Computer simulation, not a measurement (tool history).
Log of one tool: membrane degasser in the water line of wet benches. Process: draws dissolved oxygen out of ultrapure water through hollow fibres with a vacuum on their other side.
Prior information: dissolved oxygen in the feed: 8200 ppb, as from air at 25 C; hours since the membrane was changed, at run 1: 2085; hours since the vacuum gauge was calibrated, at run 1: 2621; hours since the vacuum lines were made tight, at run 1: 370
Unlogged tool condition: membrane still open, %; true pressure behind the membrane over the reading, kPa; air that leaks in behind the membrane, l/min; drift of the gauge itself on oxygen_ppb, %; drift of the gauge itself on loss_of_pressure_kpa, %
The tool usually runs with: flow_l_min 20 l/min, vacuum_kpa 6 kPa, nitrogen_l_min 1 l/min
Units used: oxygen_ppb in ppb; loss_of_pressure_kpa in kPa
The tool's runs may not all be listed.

| run | hour | flow_l_min | vacuum_kpa | nitrogen_l_min | hours since the membrane was changed | hours since the vacuum gauge was calibrated | hours since the vacuum lines were made tight | oxygen_ppb | loss_of_pressure_kpa |
|---|---|---|---|---|---|---|---|---|---|
| 1 | 0 | 20 | 6 | 1 | 2085 | 2621 | 370 | 253.2 | 41.81 |
| 2 | 68.7 | 20 | 4.23 | 1 | 2154 | 2690 | 439 | 176.8 | 41.5 |
| 3 | 111.1 | 20 | 4.23 | 1 | 2196 | 2732 | 481 | 174.6 | 41.36 |
| 4 | 170 | 20 | 4.23 | 1 | 2255 | 2791 | 540 | 178.3 | 41.48 |
| 5 | 238.9 | 20 | 4.23 | 1 | 2324 | 2860 | 609 | 177.3 | 41.8 |
| 6 | 286.1 | 20 | 4.23 | 1 | 2371 | 2907 | 656 | 176.6 | 42.16 |
| 7 | 328.6 | 20 | 6 | 0.76 | 2414 | 2950 | 699 | 290.1 | 41.64 |
| 8 | 394.8 | 17 | 6 | 1 | 2480 | 3016 | 765 | 185.9 | 35.51 |
| 9 | 452.6 | 20 | 6 | 1 | 2538 | 3074 | 823 | 252.9 | 42.07 |
| 10 | 538.6 | 20 | 6 | 1 | 2624 | 3160 | 909 | 256.6 | 42.12 |
|  | 545.2 | vacuum gauge calibrated |
| 11 | 586 | 20 | 6 | 1 | 2671 | 41 | 956 | 258.4 | 41.92 |
| 12 | 647.1 | 20 | 6 | 1 | 2732 | 102 | 1017 | 259.2 | 41.82 |
| 13 | 730.3 | 20 | 6 | 1 | 2815 | 185 | 1100 | 256.2 | 41.94 |
| 14 | 828 | 20 | 6 | 1 | 2913 | 283 | 1198 | 258.8 | 41.8 |
| 15 | 909.7 | 14 | 6.32 | 0.85 | 2994 | 364 | 1279 | 165.6 | 29.6 |
|  | 979.6 | vacuum gauge calibrated, once more |
| 16 | 1001.2 | 14 | 6.32 | 0.85 | 3085 | 22 | 1370 | 149.1 | 29.21 |
| 17 | 1071 | 17 | 6.32 | 0.88 | 3155 | 91 | 1440 | 204.1 | 35.51 |
| 18 | 1125.7 | 17 | 6.32 | 0.88 | 3210 | 146 | 1495 | 206.8 | 35.63 |
| 19 | 1171.7 | 17 | 6.32 | 0.88 | 3256 | 192 | 1541 | 203.9 | 35.87 |
| 20 | 1251.7 | 20 | 3.68 | 2.09 | 3336 | 272 | 1621 | 135.4 | 42.13 |
| 21 | 1323.8 | 30 | 8.09 | 1 | 3408 | 344 | 1693 | 669.8 | 62.99 |
| 22 | 1392.5 | 14 | 6 | 1.44 | 3477 | 413 | 1762 | 97.7 | 29.72 |

5 options for the next run, each taken on its own from the tool as it stands now. Forecast them:
| A | 1444 | 14 | 4.02 | 1.44 | 3528 | 464 | 1813 | ? | ? |
| B | 1444 | 13 | 10.82 | 1 | 3528 | 464 | 1813 | ? | ? |
| C | 1444 | 19 | 7.22 | 0.96 | 3528 | 464 | 1813 | ? | ? |
| D | 1444 | 18 | 6.05 | 1.44 | 3528 | 464 | 1813 | ? | ? |
| E | 1444 | 28 | 10.35 | 1.44 | 3528 | 464 | 1813 | ? | ? |

| run | oxygen_ppb | loss_of_pressure_kpa |
|---|---|---|
| A | 53.3 | 29.34 |
| B | 247 | 27.57 |
| C | 276.5 | 40.32 |
| D | 171.4 | 38.06 |
| E | 599.8 | 58.64 |
Without the tool's unlogged condition, the same runs would have read:
| run | oxygen_ppb | loss_of_pressure_kpa |
|---|---|---|
| A | 48.5 | 28.74 |
| B | 242.1 | 27.02 |
| C | 265.4 | 39.51 |
| D | 161.9 | 37.29 |
| E | 578.2 | 57.46 |
